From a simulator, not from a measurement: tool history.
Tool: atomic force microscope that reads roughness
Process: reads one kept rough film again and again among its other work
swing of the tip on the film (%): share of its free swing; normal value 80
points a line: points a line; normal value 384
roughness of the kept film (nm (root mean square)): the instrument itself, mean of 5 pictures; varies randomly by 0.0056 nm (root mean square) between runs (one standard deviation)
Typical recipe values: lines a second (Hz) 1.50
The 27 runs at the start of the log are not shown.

run	day	lines a second (Hz)	swing of the tip on the film (%)	points a line	roughness of the kept film (nm (root mean square))
28	32.208	2.62	64	802	0.859
29	32.992	1.50	63	528	0.868
# day 33.900: new tip fitted
30	34.046	1.50	63	528	1.029
31	35.500	1.50	80	256	0.904
32	36.621	1.50	72	256	0.892
33	37.617	1.50	72	256	0.846
34	38.421	1.50	72	256	0.833
35	39.946	2.58	61	563	0.822
# day 40.421: new tip fitted
36	41.388	1.50	71	384	0.972
37	42.304	1.51	67	384	0.945
38	43.596	0.65	74	384	0.921
39	44.754	3.94	74	658	0.776
40	46.092	3.94	67	658	0.787
# day 46.975: new tip fitted
41	47.608	0.54	72	658	1.042
42	49.175	0.54	72	658	0.983
43	50.083	3.85	72	726	0.831
44	51.729	3.85	58	331	0.844

Predict each of these 5 candidate next runs independently; none follows another, all start after run 44:
A	52.842	1.13	57	762	?
B	52.842	0.89	75	494	?
C	52.842	0.57	58	331	?
D	52.842	3.75	74	735	?
E	52.842	2.64	68	379	?

run	roughness of the kept film (nm (root mean square))
A	0.869
B	0.835
C	0.851
D	0.754
E	0.788
Stripped of hidden state, with their random variation kept, the same runs would have yielded:
run	roughness of the kept film (nm (root mean square))
A	1.068
B	1.028
C	1.047
D	0.926
E	0.972
